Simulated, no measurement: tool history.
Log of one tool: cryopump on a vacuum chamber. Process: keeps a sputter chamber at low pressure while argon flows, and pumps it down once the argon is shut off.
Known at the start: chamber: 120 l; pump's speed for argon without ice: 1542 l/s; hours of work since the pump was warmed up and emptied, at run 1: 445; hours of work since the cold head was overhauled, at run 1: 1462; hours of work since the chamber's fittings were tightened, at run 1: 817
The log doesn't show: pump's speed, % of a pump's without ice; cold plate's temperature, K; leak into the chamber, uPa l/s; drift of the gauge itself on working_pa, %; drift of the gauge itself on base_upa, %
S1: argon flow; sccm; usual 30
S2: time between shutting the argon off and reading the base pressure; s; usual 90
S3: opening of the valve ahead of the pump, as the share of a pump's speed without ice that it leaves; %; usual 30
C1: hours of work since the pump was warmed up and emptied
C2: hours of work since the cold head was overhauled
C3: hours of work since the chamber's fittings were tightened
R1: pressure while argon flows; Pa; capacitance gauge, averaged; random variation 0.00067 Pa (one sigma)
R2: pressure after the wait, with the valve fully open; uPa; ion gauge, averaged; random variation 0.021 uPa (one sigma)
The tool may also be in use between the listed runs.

| run | hour | S1 | S2 | S3 | C1 | C2 | C3 | R1 | R2 |
|---|---|---|---|---|---|---|---|---|---|
| 1 | 0 | 30 | 90 | 30 | 445 | 1462 | 817 | 0.1125 | 0.72 |
| 2 | 64.7 | 30 | 90 | 30 | 488 | 1505 | 860 | 0.1128 | 0.72 |
| 3 | 143.3 | 30 | 90 | 30 | 540 | 1557 | 912 | 0.1129 | 0.77 |
| 4 | 222.7 | 30 | 90 | 30 | 593 | 1610 | 965 | 0.1124 | 0.75 |
| 5 | 297.8 | 30 | 127 | 30 | 642 | 1660 | 1015 | 0.1147 | 0.72 |
| 6 | 355.8 | 30 | 91 | 30 | 681 | 1698 | 1053 | 0.1157 | 0.8 |
| 7 | 406 | 30 | 22 | 30 | 714 | 1732 | 1087 | 0.1135 | 1.69 |
| 8 | 479.3 | 30 | 90 | 30 | 763 | 1780 | 1135 | 0.1146 | 0.8 |
| 9 | 546.3 | 30 | 90 | 30 | 808 | 1825 | 1180 | 0.1145 | 0.86 |
| 10 | 626.2 | 30 | 90 | 17 | 861 | 1878 | 1233 | 0.1982 | 0.89 |
| 11 | 678.1 | 43 | 90 | 17 | 895 | 1912 | 1267 | 0.2861 | 0.9 |
|  | 736.9 | pump warmed up, emptied and cooled again |
| 12 | 738 | 13 | 90 | 59 | 1 | 1949 | 1304 | 0.025 | 0.79 |
| 13 | 783.9 | 13 | 90 | 59 | 31 | 1979 | 1334 | 0.0248 | 0.8 |
| 14 | 842.3 | 57 | 90 | 60 | 70 | 2018 | 1373 | 0.1071 | 0.9 |
| 15 | 927.9 | 54 | 90 | 30 | 127 | 2075 | 1430 | 0.202 | 0.93 |
| 16 | 998.6 | 43 | 250 | 41 | 174 | 2122 | 1477 | 0.1168 | 0.7 |
| 17 | 1077.2 | 24 | 90 | 47 | 226 | 2174 | 1529 | 0.0578 | 0.88 |
| 18 | 1139.2 | 24 | 90 | 47 | 267 | 2215 | 1571 | 0.058 | 0.9 |
| 19 | 1186.1 | 18 | 90 | 30 | 298 | 2247 | 1602 | 0.0664 | 0.97 |
| 20 | 1243 | 19 | 263 | 31 | 336 | 2284 | 1639 | 0.0681 | 0.74 |
| 21 | 1294.6 | 19 | 263 | 31 | 371 | 2319 | 1674 | 0.0696 | 0.78 |
| 22 | 1349.7 | 19 | 263 | 39 | 407 | 2355 | 1710 | 0.0546 | 0.8 |

3 ways to go on from here, each from the tool as it stands after run 22. What would each give?
| A | 1436.5 | 16 | 23 | 35 | 465 | 2413 | 1768 | ? | ? |
| B | 1436.5 | 30 | 90 | 16 | 465 | 2413 | 1768 | ? | ? |
| C | 1436.5 | 29 | 39 | 43 | 465 | 2413 | 1768 | ? | ? |

| run | R1 | R2 |
|---|---|---|
| A | 0.052 | 1.8 |
| B | 0.2111 | 0.97 |
| C | 0.0778 | 1.33 |
Without the tool's hidden state the same runs would have given:
| run | R1 | R2 |
|---|---|---|
| A | 0.0502 | 1.27 |
| B | 0.2077 | 0.45 |
| C | 0.0745 | 0.81 |
